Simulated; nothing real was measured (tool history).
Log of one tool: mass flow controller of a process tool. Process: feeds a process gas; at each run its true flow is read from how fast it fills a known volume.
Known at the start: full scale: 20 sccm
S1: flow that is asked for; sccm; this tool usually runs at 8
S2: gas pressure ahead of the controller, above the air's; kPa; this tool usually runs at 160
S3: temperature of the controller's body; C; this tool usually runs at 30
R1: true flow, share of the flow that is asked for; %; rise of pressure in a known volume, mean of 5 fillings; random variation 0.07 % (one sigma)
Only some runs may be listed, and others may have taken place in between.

run	hour	S1	S2	S3	R1
1	0.0	8	160	30	100.60
2	474.4	8	160	30	100.60
3	923.9	8	160	30	100.70
4	1163.3	8	160	31	100.84
5	1500.8	8	160	31	100.80
6	1742.1	8	160	31	100.65
7	2090.4	11	160	30	100.80
8	2325.7	11	160	30	100.90
9	2526.1	11	160	30	101.16
10	2740.5	11	160	30	101.28
11	2975.8	11	160	30	101.32
12	3443.2	10	264	25	100.34
13	3842.6	18	264	28	100.68
14	4135.6	8	245	35	100.10
15	4507.5	4	160	30	100.56
16	4959.2	4	160	30	100.53
17	5276.6	4	160	30	100.53
18	5541.0	8	160	25	100.77

Not shown here: 2 entries made in the log between runs. Locate each between two listed runs and compare the hidden state at the listed run before it with the hidden state at the listed run after it:
From run 8 to run 9: controller's zero set anew (hour 2352.3)
  flow at rest that the sensor doesn't see, % of full scale: 0.262 -> 0.436; true flow over the shown one, %: 0.95 -> 0.97
  what was measured, less what the result would be without the hidden state, R1: +1.43 -> +1.76 %
From run 11 to run 12: controller's zero set anew, once more (hour 3266.9)
  flow at rest that the sensor doesn't see, % of full scale: 0.448 -> 0.007; true flow over the shown one, %: 1.01 -> 1.05
  what was measured, less what the result would be without the hidden state, R1: +1.82 -> +1.06 %

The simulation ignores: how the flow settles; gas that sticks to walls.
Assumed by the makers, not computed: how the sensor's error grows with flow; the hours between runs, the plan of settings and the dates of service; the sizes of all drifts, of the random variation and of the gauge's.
